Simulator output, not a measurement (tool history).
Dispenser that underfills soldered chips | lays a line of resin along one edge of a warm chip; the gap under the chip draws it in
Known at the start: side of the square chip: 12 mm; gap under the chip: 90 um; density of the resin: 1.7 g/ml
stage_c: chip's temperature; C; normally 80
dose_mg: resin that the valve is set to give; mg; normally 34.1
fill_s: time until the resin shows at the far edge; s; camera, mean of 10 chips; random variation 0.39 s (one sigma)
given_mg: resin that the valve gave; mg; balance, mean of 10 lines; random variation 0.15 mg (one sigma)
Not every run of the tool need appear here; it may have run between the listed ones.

Run 1, hour 0: usual settings. Result: fill_s 26.3 s, given_mg 32.69 mg.
At hour 11.1: new syringe of resin.
Run 2, hour 15.3: usual settings but dose_mg 37.3 mg. Result: fill_s 33.2 s, given_mg 35.38 mg.
At hour 21.6: new syringe of resin.
Run 3, hour 23.1: usual settings but stage_c 86 C, dose_mg 37.3 mg. Result: fill_s 23.7 s, given_mg 35.41 mg.
Run 4, hour 31.7: usual settings but dose_mg 37.7 mg. Result: fill_s 48.3 s, given_mg 35.42 mg.
At hour 32.9: new syringe of resin.
At hour 43.6: new syringe of resin.
Run 5, hour 46.5: usual settings but dose_mg 37.7 mg. Result: fill_s 30.9 s, given_mg 34.93 mg.
At hour 54.5: new syringe of resin.
Run 6, hour 54.5: usual settings but dose_mg 37.7 mg. Result: fill_s 26.5 s, given_mg 34.75 mg.
Run 7, hour 61.7: usual settings but dose_mg 37.7 mg. Result: fill_s 40.3 s, given_mg 34.69 mg.
At hour 65.6: new syringe of resin.
Run 8, hour 68.8: usual settings. Result: fill_s 31.9 s, given_mg 31.62 mg.
At hour 77.3: new syringe of resin.
Run 9, hour 78.2: usual settings but stage_c 92 C. Result: fill_s 18.9 s, given_mg 31.12 mg.
Run 10, hour 85.9: usual settings but stage_c 92 C. Result: fill_s 30.1 s, given_mg 30.9 mg.
At hour 87.9: new syringe of resin.
Run 11, hour 93.1: usual settings. Result: fill_s 37.1 s, given_mg 30.8 mg.
At hour 98.7: new syringe of resin.
Run 12, hour 105.7: usual settings. Result: fill_s 41.5 s, given_mg 30.47 mg.
At hour 109.3: new syringe of resin.
At hour 120.1: new syringe of resin.
Run 13, hour 120.3: usual settings. Result: fill_s 27.4 s, given_mg 30.22 mg.
Run 14, hour 129.4: usual settings. Result: fill_s 47.2 s, given_mg 29.93 mg.
At hour 130.7: new syringe of resin.
At hour 141.3: new syringe of resin.
Run 15, hour 141.3: usual settings. Result: fill_s 26.7 s, given_mg 29.69 mg.
At hour 152.8: new syringe of resin.
Run 16, hour 155.1: usual settings but dose_mg 32.7 mg. Result: fill_s 32.4 s, given_mg 28.36 mg.
At hour 164: new syringe of resin.
At hour 165: dispensing valve cleaned and set on the balance.
Run 17, hour 165: usual settings but dose_mg 32.7 mg. Result: fill_s 27.9 s, given_mg 32.47 mg.
Run 18, hour 171.1: usual settings but stage_c 79 C, dose_mg 37.6 mg. Result: fill_s 38.8 s, given_mg 37.26 mg.
At hour 176.5: new syringe of resin.
Run 19, hour 185.8: usual settings but stage_c 82 C, dose_mg 34 mg. Result: fill_s 43 s, given_mg 33.57 mg.
At hour 187.4: new syringe of resin.
At hour 198.3: new syringe of resin.
Run 20, hour 200.6: usual settings but stage_c 82 C, dose_mg 34 mg. Result: fill_s 28.4 s, given_mg 32.99 mg.
Run 21, hour 208.3: usual settings but stage_c 83 C. Result: fill_s 44.5 s, given_mg 33.06 mg.
At hour 209.3: new syringe of resin.
Run 22, hour 217.1: usual settings but stage_c 76 C, dose_mg 43.7 mg. Result: fill_s 48.2 s, given_mg 42.1 mg.
At hour 219.8: new syringe of resin.
Run 23, hour 227.8: usual settings but stage_c 92 C. Result: fill_s 29.3 s, given_mg 32.59 mg.
At hour 231: new syringe of resin.
Run 24, hour 239.6: usual settings but stage_c 92 C. Result: fill_s 30.9 s, given_mg 32.42 mg.
At hour 242: new syringe of resin.
Run 25, hour 251.1: usual settings but stage_c 67 C, dose_mg 33.6 mg. Result: fill_s 77.1 s, given_mg 31.69 mg.
At hour 253.4: new syringe of resin.
Run 26, hour 262.6: usual settings but stage_c 90 C, dose_mg 36.9 mg. Result: fill_s 34.2 s, given_mg 34.56 mg.
At hour 264.6: new syringe of resin.
At hour 276.1: new syringe of resin.
Run 27, hour 277.7: usual settings but stage_c 71 C. Result: fill_s 41.3 s, given_mg 31.62 mg.
Run 28, hour 284.9: usual settings but stage_c 71 C. Result: fill_s 63.9 s, given_mg 31.32 mg.
At hour 286.8: new syringe of resin.
Run 29, hour 292.8: usual settings but stage_c 66 C, dose_mg 44.3 mg. Result: fill_s 63 s, given_mg 40.49 mg.

4 ways to go on from here, each from the tool as it stands after run 29. What would each give?
At hour 297.3: new syringe of resin.
Run A, hour 302.9: usual settings but stage_c 74 C, dose_mg 44.3 mg. Result: fill_s ?, given_mg ?.
At hour 297.3: new syringe of resin.
Run B, hour 302.9: usual settings but stage_c 66 C, dose_mg 29.8 mg. Result: fill_s ?, given_mg ?.
At hour 297.3: new syringe of resin.
Run C, hour 302.9: usual settings but stage_c 89 C, dose_mg 42.1 mg. Result: fill_s ?, given_mg ?.
At hour 297.3: new syringe of resin.
Run D, hour 302.9: usual settings but stage_c 81 C, dose_mg 37.1 mg. Result: fill_s ?, given_mg ?.

run  fill_s  given_mg
  A    46.7     39.86
  B    66.4     26.93
  C    26.9      38.3
  D    36.8     33.87
Had the tool no hidden state, the same runs would have come out as:
run  fill_s  given_mg
  A    30.5      43.9
  B    42.1     29.65
  C    17.6     42.18
  D    23.9      37.3

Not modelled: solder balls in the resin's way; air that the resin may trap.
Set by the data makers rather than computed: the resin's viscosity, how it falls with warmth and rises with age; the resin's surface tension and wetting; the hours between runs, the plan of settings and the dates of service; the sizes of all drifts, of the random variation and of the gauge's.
